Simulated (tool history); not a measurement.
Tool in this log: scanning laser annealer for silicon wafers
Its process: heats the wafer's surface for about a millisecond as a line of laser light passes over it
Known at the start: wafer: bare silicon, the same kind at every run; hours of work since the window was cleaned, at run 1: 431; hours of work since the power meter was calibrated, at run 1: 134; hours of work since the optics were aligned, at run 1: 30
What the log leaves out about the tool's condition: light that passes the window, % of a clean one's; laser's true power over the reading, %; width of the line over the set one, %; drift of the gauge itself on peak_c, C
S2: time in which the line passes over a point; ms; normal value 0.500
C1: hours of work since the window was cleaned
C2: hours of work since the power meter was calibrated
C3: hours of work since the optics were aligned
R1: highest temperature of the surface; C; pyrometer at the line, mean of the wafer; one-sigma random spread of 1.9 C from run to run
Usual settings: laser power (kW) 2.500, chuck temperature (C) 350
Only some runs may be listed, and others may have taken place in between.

run 1 hour=0.0 | laser_power_(kW)=2.500 S2=0.500 chuck_temperature_(C)=350 | C1=431 C2=134 C3=30 | R1=1105
run 2 hour=11.8 | laser_power_(kW)=2.500 S2=0.500 chuck_temperature_(C)=350 | C1=437 C2=140 C3=36 | R1=1106
run 3 hour=22.2 | laser_power_(kW)=2.500 S2=0.500 chuck_temperature_(C)=350 | C1=442 C2=145 C3=41 | R1=1108
run 4 hour=31.7 | laser_power_(kW)=2.500 S2=0.500 chuck_temperature_(C)=350 | C1=447 C2=150 C3=46 | R1=1107
run 5 hour=45.3 | laser_power_(kW)=2.500 S2=0.500 chuck_temperature_(C)=350 | C1=453 C2=156 C3=53 | R1=1107
run 6 hour=55.4 | laser_power_(kW)=2.500 S2=0.500 chuck_temperature_(C)=350 | C1=458 C2=161 C3=58 | R1=1108
run 7 hour=69.6 | laser_power_(kW)=2.500 S2=0.500 chuck_temperature_(C)=350 | C1=466 C2=168 C3=65 | R1=1108
run 8 hour=79.0 | laser_power_(kW)=2.500 S2=0.500 chuck_temperature_(C)=350 | C1=470 C2=173 C3=69 | R1=1106
run 9 hour=88.3 | laser_power_(kW)=2.500 S2=0.373 chuck_temperature_(C)=350 | C1=475 C2=178 C3=74 | R1=1003
-- hour=95.9 window over the wafer cleaned
run 10 hour=103.6 | laser_power_(kW)=2.500 S2=0.373 chuck_temperature_(C)=350 | C1=4 C2=184 C3=81 | R1=999
run 11 hour=117.2 | laser_power_(kW)=2.500 S2=0.480 chuck_temperature_(C)=350 | C1=11 C2=191 C3=88 | R1=1084
run 12 hour=130.8 | laser_power_(kW)=2.500 S2=0.480 chuck_temperature_(C)=350 | C1=17 C2=198 C3=94 | R1=1085
-- hour=135.3 window over the wafer cleaned, once more
run 13 hour=142.8 | laser_power_(kW)=2.500 S2=0.480 chuck_temperature_(C)=350 | C1=4 C2=203 C3=99 | R1=1105
run 14 hour=152.6 | laser_power_(kW)=2.500 S2=0.480 chuck_temperature_(C)=350 | C1=9 C2=208 C3=104 | R1=1104
run 15 hour=164.0 | laser_power_(kW)=2.500 S2=0.480 chuck_temperature_(C)=350 | C1=14 C2=213 C3=110 | R1=1104
run 16 hour=178.3 | laser_power_(kW)=2.500 S2=0.360 chuck_temperature_(C)=350 | C1=21 C2=221 C3=117 | R1=1007
run 17 hour=189.0 | laser_power_(kW)=2.193 S2=0.500 chuck_temperature_(C)=350 | C1=27 C2=226 C3=122 | R1=1009
run 18 hour=200.8 | laser_power_(kW)=2.193 S2=0.500 chuck_temperature_(C)=350 | C1=33 C2=232 C3=128 | R1=1008
run 19 hour=218.2 | laser_power_(kW)=2.373 S2=0.500 chuck_temperature_(C)=355 | C1=41 C2=241 C3=137 | R1=1077
run 20 hour=227.5 | laser_power_(kW)=2.142 S2=0.403 chuck_temperature_(C)=315 | C1=46 C2=245 C3=142 | R1=889
run 21 hour=240.3 | laser_power_(kW)=2.500 S2=0.444 chuck_temperature_(C)=321 | C1=52 C2=252 C3=148 | R1=1046
run 22 hour=256.9 | laser_power_(kW)=2.384 S2=0.391 chuck_temperature_(C)=324 | C1=61 C2=260 C3=156 | R1=971
run 23 hour=271.8 | laser_power_(kW)=2.384 S2=0.391 chuck_temperature_(C)=324 | C1=68 C2=267 C3=164 | R1=967
run 24 hour=281.9 | laser_power_(kW)=2.713 S2=0.563 chuck_temperature_(C)=350 | C1=73 C2=272 C3=169 | R1=1247
run 25 hour=290.0 | laser_power_(kW)=2.500 S2=0.359 chuck_temperature_(C)=324 | C1=77 C2=276 C3=173 | R1=976
run 26 hour=308.4 | laser_power_(kW)=2.500 S2=0.406 chuck_temperature_(C)=363 | C1=86 C2=286 C3=182 | R1=1058
run 27 hour=317.1 | laser_power_(kW)=2.500 S2=0.406 chuck_temperature_(C)=363 | C1=91 C2=290 C3=186 | R1=1054
run 28 hour=327.5 | laser_power_(kW)=2.694 S2=0.603 chuck_temperature_(C)=371 | C1=96 C2=295 C3=191 | R1=1292
run 29 hour=345.3 | laser_power_(kW)=2.694 S2=0.603 chuck_temperature_(C)=371 | C1=105 C2=304 C3=200 | R1=1287
run 30 hour=358.2 | laser_power_(kW)=2.694 S2=0.603 chuck_temperature_(C)=371 | C1=111 C2=310 C3=207 | R1=1289
run 31 hour=371.3 | laser_power_(kW)=2.596 S2=0.551 chuck_temperature_(C)=345 | C1=118 C2=317 C3=213 | R1=1189
run 32 hour=383.5 | laser_power_(kW)=2.500 S2=0.519 chuck_temperature_(C)=346 | C1=124 C2=323 C3=219 | R1=1126
run 33 hour=393.1 | laser_power_(kW)=2.588 S2=0.526 chuck_temperature_(C)=312 | C1=129 C2=328 C3=224 | R1=1129
run 34 hour=406.8 | laser_power_(kW)=2.588 S2=0.526 chuck_temperature_(C)=312 | C1=135 C2=335 C3=231 | R1=1133
run 35 hour=423.4 | laser_power_(kW)=2.694 S2=0.509 chuck_temperature_(C)=372 | C1=144 C2=343 C3=239 | R1=1219
run 36 hour=436.9 | laser_power_(kW)=2.694 S2=0.509 chuck_temperature_(C)=372 | C1=150 C2=350 C3=246 | R1=1213

3 ways to go on from here, each from the tool as it stands after run 36. What would each give?
run A hour=447.8 | laser_power_(kW)=2.517 S2=0.500 chuck_temperature_(C)=350 | C1=156 C2=355 C3=251 | R1=?
run B hour=447.8 | laser_power_(kW)=2.367 S2=0.433 chuck_temperature_(C)=365 | C1=156 C2=355 C3=251 | R1=?
run C hour=447.8 | laser_power_(kW)=2.267 S2=0.505 chuck_temperature_(C)=345 | C1=156 C2=355 C3=251 | R1=?

run=A R1=1119
run=B R1=1030
run=C R1=1029
The same runs, with their run-to-run variation unchanged, on a tool lacking any hidden condition would have given:
run=A R1=1126
run=B R1=1036
run=C R1=1035
